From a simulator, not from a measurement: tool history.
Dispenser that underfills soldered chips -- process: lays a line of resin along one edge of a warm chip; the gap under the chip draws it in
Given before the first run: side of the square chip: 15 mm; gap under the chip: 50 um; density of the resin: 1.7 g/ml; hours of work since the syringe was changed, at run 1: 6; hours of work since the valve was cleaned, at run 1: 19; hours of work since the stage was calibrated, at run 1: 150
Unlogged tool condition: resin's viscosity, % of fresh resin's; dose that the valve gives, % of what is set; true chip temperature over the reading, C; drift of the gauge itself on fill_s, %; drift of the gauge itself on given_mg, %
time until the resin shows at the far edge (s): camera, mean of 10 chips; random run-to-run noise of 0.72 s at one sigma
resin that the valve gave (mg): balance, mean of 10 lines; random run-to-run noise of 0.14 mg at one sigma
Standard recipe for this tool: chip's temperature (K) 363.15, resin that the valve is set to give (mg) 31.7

run	hour	chip's temperature (K)	resin that the valve is set to give (mg)	hours of work since the syringe was changed	hours of work since the valve was cleaned	hours of work since the stage was calibrated	time until the resin shows at the far edge (s)	resin that the valve gave (mg)
1	0	363.15	31.7	6	19	150	84.7	31.24
# hour 1.4: new syringe of resin
2	5.2	363.15	31.7	3	23	154	76.3	31.31
3	8.9	364.15	31.7	6	26	157	81	31.14
# hour 10.9: new syringe of resin
4	16.5	364.15	31.7	4	32	162	75.2	30.65
# hour 19.9: new syringe of resin
5	21.3	364.15	31.7	1	35	166	63.7	30.92
6	25.3	363.15	31.7	4	38	169	79.1	30.8
# hour 29.4: new syringe of resin
7	31.6	363.15	31.7	2	43	174	69.5	30.63
# hour 38.8: new syringe of resin
8	40.1	363.15	31.7	1	49	180	65.5	30.46
9	44	363.15	37.4	4	52	183	75.6	36.29
# hour 48: new syringe of resin
10	52.3	363.15	35.7	3	58	189	72.4	34.16
# hour 57.6: new syringe of resin
11	60.8	368.15	31.7	2	64	195	56.9	30.36
# hour 66.8: new syringe of resin
12	69.1	368.15	27	2	71	201	54.6	25.64
# hour 76: new syringe of resin
13	76.3	365.15	41.2	0	76	207	56.4	38.86
14	80.9	365.15	41.2	4	79	210	66.8	38.62
# hour 85.2: new syringe of resin
15	88.1	371.15	29.1	2	85	215	49.3	27.33
16	92.2	376.15	38.3	5	88	219	44.5	35.56
# hour 94.7: new syringe of resin
17	100.5	360.15	33.9	4	94	225	90.1	31.67
# hour 104.1: new syringe of resin
18	105.3	360.15	33.9	1	97	228	77.2	31.38
# hour 113.3: new syringe of resin
19	113.3	349.15	31.7	0	103	234	124.8	29.3

Run 20 has not been measured yet. What should we expect?
# hour 122.3: new syringe of resin
20	122.6	349.15	31.7	0	110	241	?	?

Run 20 came out at time until the resin shows at the far edge (s) 128.6, resin that the valve gave (mg) 28.85.
Without the tool's hidden state the same run would have given time until the resin shows at the far edge (s) 132.5, resin that the valve gave (mg) 31.49.
